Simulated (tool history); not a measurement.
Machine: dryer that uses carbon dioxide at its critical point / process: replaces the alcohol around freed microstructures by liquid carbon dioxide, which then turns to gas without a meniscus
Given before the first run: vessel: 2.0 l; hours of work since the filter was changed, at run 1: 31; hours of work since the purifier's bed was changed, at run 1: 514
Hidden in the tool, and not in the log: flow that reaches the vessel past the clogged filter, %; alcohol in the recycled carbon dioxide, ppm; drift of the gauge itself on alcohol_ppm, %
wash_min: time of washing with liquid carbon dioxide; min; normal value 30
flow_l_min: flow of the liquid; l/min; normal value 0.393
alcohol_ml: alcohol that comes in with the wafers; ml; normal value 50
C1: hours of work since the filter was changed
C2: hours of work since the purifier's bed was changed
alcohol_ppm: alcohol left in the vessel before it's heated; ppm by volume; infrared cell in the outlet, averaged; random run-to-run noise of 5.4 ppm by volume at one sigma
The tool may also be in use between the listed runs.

Run 1, hour 0.0: usual settings; C1 31; C2 514. Result: alcohol_ppm 182 ppm by volume.
Run 2, hour 18.3: usual settings; C1 37; C2 520. Result: alcohol_ppm 184 ppm by volume.
Run 3, hour 43.2: usual settings; C1 46; C2 528. Result: alcohol_ppm 192 ppm by volume.
Run 4, hour 69.2: usual settings; C1 54; C2 537. Result: alcohol_ppm 184 ppm by volume.
Run 5, hour 93.1: usual settings; C1 62; C2 545. Result: alcohol_ppm 193 ppm by volume.
Run 6, hour 132.2: usual settings but wash_min 36 min; C1 75; C2 558. Result: alcohol_ppm 115 ppm by volume.
Run 7, hour 156.0: usual settings but wash_min 36 min; C1 83; C2 565. Result: alcohol_ppm 113 ppm by volume.
Run 8, hour 175.0: usual settings but wash_min 36 min; C1 89; C2 572. Result: alcohol_ppm 114 ppm by volume.
Run 9, hour 214.6: usual settings but wash_min 36 min; C1 102; C2 585. Result: alcohol_ppm 109 ppm by volume.
Run 10, hour 245.7: usual settings but wash_min 36 min, flow_l_min 0.535 l/min; C1 112; C2 595. Result: alcohol_ppm 77 ppm by volume.
Run 11, hour 264.7: usual settings but wash_min 36 min, flow_l_min 0.535 l/min; C1 118; C2 601. Result: alcohol_ppm 64 ppm by volume.
Run 12, hour 303.8: usual settings but wash_min 36 min, flow_l_min 0.535 l/min, alcohol_ml 95 ml; C1 131; C2 614. Result: alcohol_ppm 77 ppm by volume.
Run 13, hour 345.1: usual settings but wash_min 36 min, flow_l_min 0.535 l/min, alcohol_ml 95 ml; C1 144; C2 627. Result: alcohol_ppm 80 ppm by volume.
Run 14, hour 366.4: usual settings but wash_min 36 min, flow_l_min 0.535 l/min, alcohol_ml 95 ml; C1 151; C2 634. Result: alcohol_ppm 73 ppm by volume.
Run 15, hour 396.8: usual settings but flow_l_min 0.421 l/min, alcohol_ml 24 ml; C1 161; C2 644. Result: alcohol_ppm 116 ppm by volume.

What will run 16 give?
Run 16, hour 422.1: usual settings but wash_min 19 min, flow_l_min 0.619 l/min, alcohol_ml 23 ml; C1 170; C2 652. Result: alcohol_ppm ?.

alcohol_ppm: 148 ppm by volume
Were there no unlogged condition in the tool, this run, its random variation unchanged, would have produced alcohol_ppm 70 ppm by volume.
